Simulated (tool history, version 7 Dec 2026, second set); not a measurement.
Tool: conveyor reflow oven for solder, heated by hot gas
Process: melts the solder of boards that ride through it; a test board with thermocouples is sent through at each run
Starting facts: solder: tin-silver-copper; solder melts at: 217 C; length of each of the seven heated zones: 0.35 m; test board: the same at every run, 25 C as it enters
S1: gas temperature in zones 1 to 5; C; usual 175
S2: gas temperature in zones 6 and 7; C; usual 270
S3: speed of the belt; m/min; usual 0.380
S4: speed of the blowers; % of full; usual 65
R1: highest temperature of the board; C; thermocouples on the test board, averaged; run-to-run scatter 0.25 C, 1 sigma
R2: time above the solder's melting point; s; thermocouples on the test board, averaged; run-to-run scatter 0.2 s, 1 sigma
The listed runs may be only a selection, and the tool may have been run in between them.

run,hour,S1,S2,S3,S4,R1,R2
1,0.0,175,270,0.380,65,258.5,92.2
2,38.8,175,270,0.326,65,261.5,111.6
3,61.8,175,270,0.326,65,261.5,112.0
4,100.1,175,270,0.326,65,261.6,112.1
5,129.6,175,270,0.326,65,261.0,112.4
6,163.0,175,270,0.326,65,261.4,111.7
7,201.6,175,275,0.380,65,262.4,95.2
8,245.2,175,270,0.380,68,257.8,92.1
9,284.4,164,270,0.380,68,256.3,85.9
10,311.8,175,270,0.427,65,254.2,77.7
11,330.3,175,270,0.427,65,254.6,77.8
12,349.2,175,270,0.427,65,253.9,78.1
# hour 357.6: flux residue cleaned out of gas plates and filters
13,372.4,175,270,0.377,65,256.4,91.2
14,407.7,175,270,0.377,65,256.5,91.1
15,432.5,175,270,0.377,65,256.3,91.3
16,452.9,189,270,0.358,65,259.3,106.9
17,493.9,189,270,0.358,65,259.3,107.0
18,516.5,175,266,0.358,65,253.4,94.1
19,556.8,183,283,0.440,75,265.1,87.5
# hour 582.8: flux residue cleaned out of gas plates and filters, once more
20,598.9,183,283,0.440,75,268.7,89.6
21,618.0,183,283,0.440,75,268.5,89.1
22,648.8,183,283,0.440,75,268.4,89.3
# hour 682.5: belt drive overhauled, speed set with a stopwatch
23,684.0,174,268,0.318,71,259.4,111.5
24,708.1,179,270,0.303,66,262.4,122.3
25,734.9,179,264,0.378,55,251.0,87.0
26,758.8,179,264,0.378,55,251.0,87.1
27,787.4,179,264,0.378,55,251.5,86.8
# hour 792.8: thermocouples of zones 6 and 7 changed
28,816.3,179,264,0.306,90,259.5,120.5
29,854.6,184,279,0.379,68,268.8,103.3

Predict each of these 3 candidate next runs independently; none follows another, all start after run 29:
A,872.3,175,270,0.380,87,?,?
B,872.3,175,270,0.392,65,?,?
C,872.3,184,267,0.401,50,?,?

run,R1,R2
A,261.6,93.8
B,258.2,88.3
C,254.1,86.9
What these runs would have given with no unlogged condition in the tool:
run,R1,R2
A,263.0,94.9
B,259.6,89.5
C,255.4,88.1

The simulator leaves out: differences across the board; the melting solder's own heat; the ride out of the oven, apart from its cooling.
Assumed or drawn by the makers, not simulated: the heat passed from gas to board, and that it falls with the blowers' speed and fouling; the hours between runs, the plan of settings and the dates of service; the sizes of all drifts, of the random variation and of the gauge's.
